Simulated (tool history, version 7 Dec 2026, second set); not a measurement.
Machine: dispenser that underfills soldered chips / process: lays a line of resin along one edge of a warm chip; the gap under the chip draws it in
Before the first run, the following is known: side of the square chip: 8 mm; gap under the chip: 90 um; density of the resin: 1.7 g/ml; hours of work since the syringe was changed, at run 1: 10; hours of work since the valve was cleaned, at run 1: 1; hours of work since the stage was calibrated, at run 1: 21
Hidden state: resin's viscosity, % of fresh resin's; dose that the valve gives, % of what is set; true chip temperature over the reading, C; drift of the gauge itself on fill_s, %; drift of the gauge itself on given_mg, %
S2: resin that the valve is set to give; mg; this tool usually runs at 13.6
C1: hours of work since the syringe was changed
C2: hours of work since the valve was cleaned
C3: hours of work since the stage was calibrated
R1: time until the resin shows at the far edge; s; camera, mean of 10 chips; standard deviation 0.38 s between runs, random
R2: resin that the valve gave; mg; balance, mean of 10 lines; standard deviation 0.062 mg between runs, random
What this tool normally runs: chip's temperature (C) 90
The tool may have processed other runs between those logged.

{"run": 1, "hour": 0.0, "chip's temperature (C)": 90, "S2": 13.6, "C1": 10, "C2": 1, "C3": 21, "R1": 32.6, "R2": 13.65}
{"hour": 2.6, "done": "new syringe of resin"}
{"run": 2, "hour": 4.7, "chip's temperature (C)": 90, "S2": 12.9, "C1": 1, "C2": 4, "C3": 24, "R1": 24.1, "R2": 12.85}
{"run": 3, "hour": 7.7, "chip's temperature (C)": 90, "S2": 11.7, "C1": 3, "C2": 6, "C3": 26, "R1": 27.1, "R2": 11.63}
{"run": 4, "hour": 13.7, "chip's temperature (C)": 90, "S2": 11.7, "C1": 7, "C2": 10, "C3": 29, "R1": 32, "R2": 11.56}
{"run": 5, "hour": 17.3, "chip's temperature (C)": 90, "S2": 11.7, "C1": 9, "C2": 12, "C3": 32, "R1": 33.8, "R2": 11.52}
{"hour": 20.5, "done": "new syringe of resin"}
{"run": 6, "hour": 23.0, "chip's temperature (C)": 90, "S2": 13.6, "C1": 2, "C2": 16, "C3": 35, "R1": 24.1, "R2": 13.47}
{"run": 7, "hour": 29.7, "chip's temperature (C)": 90, "S2": 13.6, "C1": 6, "C2": 20, "C3": 39, "R1": 28.4, "R2": 13.4}
{"run": 8, "hour": 35.2, "chip's temperature (C)": 90, "S2": 13.6, "C1": 9, "C2": 24, "C3": 43, "R1": 33, "R2": 13.29}
{"hour": 38.2, "done": "new syringe of resin"}
{"run": 9, "hour": 41.2, "chip's temperature (C)": 90, "S2": 16.2, "C1": 2, "C2": 27, "C3": 47, "R1": 23.5, "R2": 15.78}
{"run": 10, "hour": 45.0, "chip's temperature (C)": 90, "S2": 16.2, "C1": 4, "C2": 30, "C3": 49, "R1": 26.5, "R2": 15.84}
{"run": 11, "hour": 49.7, "chip's temperature (C)": 90, "S2": 16.2, "C1": 7, "C2": 33, "C3": 52, "R1": 29.5, "R2": 15.77}
{"run": 12, "hour": 53.4, "chip's temperature (C)": 82, "S2": 14.1, "C1": 10, "C2": 35, "C3": 55, "R1": 45.3, "R2": 13.67}
{"hour": 55.9, "done": "new syringe of resin"}
{"run": 13, "hour": 59.5, "chip's temperature (C)": 82, "S2": 14.1, "C1": 2, "C2": 39, "C3": 58, "R1": 34.4, "R2": 13.64}
{"run": 14, "hour": 64.8, "chip's temperature (C)": 94, "S2": 12.7, "C1": 6, "C2": 42, "C3": 62, "R1": 24.5, "R2": 12.19}
{"run": 15, "hour": 70.1, "chip's temperature (C)": 80, "S2": 14.4, "C1": 9, "C2": 46, "C3": 65, "R1": 48.9, "R2": 13.65}
{"hour": 73.5, "done": "dispensing valve cleaned and set on the balance"}
{"hour": 74.8, "done": "new syringe of resin"}
{"run": 16, "hour": 74.8, "chip's temperature (C)": 80, "S2": 14.4, "C1": 0, "C2": 1, "C3": 67, "R1": 34, "R2": 14.45}
{"run": 17, "hour": 81.6, "chip's temperature (C)": 88, "S2": 12.5, "C1": 4, "C2": 5, "C3": 72, "R1": 29.1, "R2": 12.52}
{"run": 18, "hour": 87.1, "chip's temperature (C)": 79, "S2": 16.2, "C1": 8, "C2": 9, "C3": 75, "R1": 46.7, "R2": 16.13}
{"hour": 92.6, "done": "new syringe of resin"}
{"run": 19, "hour": 93.2, "chip's temperature (C)": 78, "S2": 13.6, "C1": 0, "C2": 12, "C3": 79, "R1": 38.1, "R2": 13.47}
{"run": 20, "hour": 96.8, "chip's temperature (C)": 86, "S2": 15.4, "C1": 3, "C2": 15, "C3": 81, "R1": 29.5, "R2": 15.23}

Each row is a separate what-if for the run after 20, all from the same tool condition, not one after another. Results?
{"run": "A", "hour": 100.9, "chip's temperature (C)": 81, "S2": 15.8, "C1": 5, "C2": 17, "C3": 84, "R1": "?", "R2": "?"}
{"run": "B", "hour": 100.9, "chip's temperature (C)": 78, "S2": 15.4, "C1": 5, "C2": 17, "C3": 84, "R1": "?", "R2": "?"}
{"run": "C", "hour": 100.9, "chip's temperature (C)": 102, "S2": 12.3, "C1": 5, "C2": 17, "C3": 84, "R1": "?", "R2": "?"}
{"run": "D", "hour": 100.9, "chip's temperature (C)": 94, "S2": 15.4, "C1": 5, "C2": 17, "C3": 84, "R1": "?", "R2": "?"}

run=A R1=39.5 R2=15.69
run=B R1=45.1 R2=15.11
run=C R1=17.3 R2=12.09
run=D R1=23.1 R2=15.23
Without the tool's unlogged condition, the same runs would have read:
run=A R1=32.6 R2=15.92
run=B R1=37 R2=15.34
run=C R1=14.1 R2=12.27
run=D R1=19.1 R2=15.46
